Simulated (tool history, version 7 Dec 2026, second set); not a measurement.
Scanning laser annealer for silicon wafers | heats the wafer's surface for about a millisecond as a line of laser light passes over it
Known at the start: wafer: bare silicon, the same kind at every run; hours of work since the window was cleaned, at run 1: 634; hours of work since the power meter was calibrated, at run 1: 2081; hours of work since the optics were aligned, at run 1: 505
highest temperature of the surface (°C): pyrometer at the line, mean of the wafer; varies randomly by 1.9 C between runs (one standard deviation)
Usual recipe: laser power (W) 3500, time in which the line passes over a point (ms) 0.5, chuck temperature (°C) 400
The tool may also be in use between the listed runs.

run     day  laser power (W)  time in which the line passes over a point (ms)  chuck temperature (°C)  hours of work since the window was cleaned  hours of work since the power meter was calibrated  hours of work since the optics were aligned  highest temperature of the surface (°C)
  1       0             3500                                              0.5                     400                                         634                                                2081                                          505                                     1138
  2   2.112             3454                                              0.5                     400                                         672                                                2119                                          543                                     1130
      3.462  -- window over the wafer cleaned
  3   4.458             3500                                              0.5                     365                                          18                                                2160                                          584                                     1104
  4   7.317             3500                                              0.5                     365                                          69                                                2212                                          635                                     1105
  5  10.267             3500                                              0.5                     365                                         123                                                2265                                          688                                     1106
  6  12.596             3561                                              0.5                     400                                         165                                                2307                                          730                                     1158
  7  14.375             3561                                              0.5                     400                                         197                                                2339                                          763                                     1157
  8  16.162             3561                                              0.5                     367                                         229                                                2371                                          795                                     1125
  9  18.938             3561                                              0.5                     367                                         279                                                2421                                          845                                     1122
 10  20.479             3561                                              0.5                     367                                         307                                                2449                                          873                                     1121
 11   22.65             3561                                              0.5                     367                                         346                                                2488                                          912                                     1121
 12  24.146             3561                                              0.5                     367                                         373                                                2515                                          939                                     1123
     26.425  -- optics aligned, line set to its width
 13  26.892             3500                                              0.5                     400                                         419                                                2561                                            8                                     1140
 14  28.721             3500                                            0.393                     400                                         452                                                2594                                           41                                     1053
 15  31.271             3500                                            0.454                     400                                         498                                                2640                                           87                                     1105
 16  34.208             3500                                            0.438                     400                                         551                                                2693                                          140                                     1091
 17  36.371             3500                                            0.438                     400                                         590                                                2732                                          179                                     1092
 18  38.854             3500                                            0.438                     400                                         635                                                2777                                          224                                     1090
 19  40.262             3500                                            0.366                     400                                         660                                                2802                                          250                                     1032
     42.362  -- window over the wafer cleaned
 20  43.062             3500                                            0.366                     400                                          13                                                2851                                          299                                     1029
 21  45.808             3500                                            0.366                     400                                          62                                                2901                                          348                                     1034
 22  47.704             3500                                            0.366                     400                                          96                                                2935                                          382                                     1031
 23    50.2             3500                                            0.366                     400                                         141                                                2980                                          427                                     1031
 24   53.35             3500                                            0.366                     400                                         198                                                3037                                          484                                     1033
 25  55.188             3237                                            0.601                     436                                         231                                                3070                                          517                                     1175
 26  57.396             3425                                             0.51                     422                                         271                                                3110                                          557                                     1154
 27  59.621             3388                                            0.593                     440                                         311                                                3150                                          597                                     1219
 28  61.142             3436                                            0.438                     400                                         339                                                3178                                          625                                     1076
 29  62.842             3845                                            0.471                     370                                         369                                                3208                                          656                                     1174
 30  65.025             3845                                            0.471                     370                                         409                                                3248                                          695                                     1175
 31  67.525             3845                                            0.471                     370                                         454                                                3293                                          740                                     1172
 32  69.083             3063                                              0.5                     373                                         482                                                3321                                          768                                     1004
 33  70.846             3429                                            0.461                     435                                         514                                                3353                                          800                                     1126
 34  72.329             3551                                              0.5                     425                                         541                                                3379                                          827                                     1180
 35  75.104             3035                                            0.565                     425                                         591                                                3430                                          877                                     1092
 36  76.508             3500                                            0.604                     419                                         616                                                3455                                          902                                     1234
 37  79.529             3500                                            0.604                     419                                         671                                                3509                                          957                                     1234
     80.717  -- optics aligned, line set to its width
     81.283  -- window over the wafer cleaned
 38  81.462             3500                                             0.59                     400                                           3                                                3539                                           12                                     1209
 39  84.662             3500                                             0.36                     373                                          61                                                3597                                           70                                      999
 40  86.867             3503                                            0.602                     400                                         101                                                3637                                          109                                     1214

Describe how what the log doesn't record of the tool's condition differs between the last listed run preceding each entry between runs and the first listed run following it.
Runs 2 to 3: window over the wafer cleaned (day 3.462)
  light that passes the window, % of a clean one's: 99.9 -> 99.99; width of the line over the set one, %: 0.1 -> 0.11
Runs 12 to 13: optics aligned, line set to its width (day 26.425)
  width of the line over the set one, %: 0.16 -> 0.01
Runs 19 to 20: window over the wafer cleaned (day 42.362)
  light that passes the window, % of a clean one's: 99.91 -> 99.99; width of the line over the set one, %: 0.05 -> 0.06
Runs 37 to 38: optics aligned, line set to its width (day 80.717); window over the wafer cleaned (day 81.283)
  light that passes the window, % of a clean one's: 99.9 -> 99.99; width of the line over the set one, %: 0.16 -> 0.01
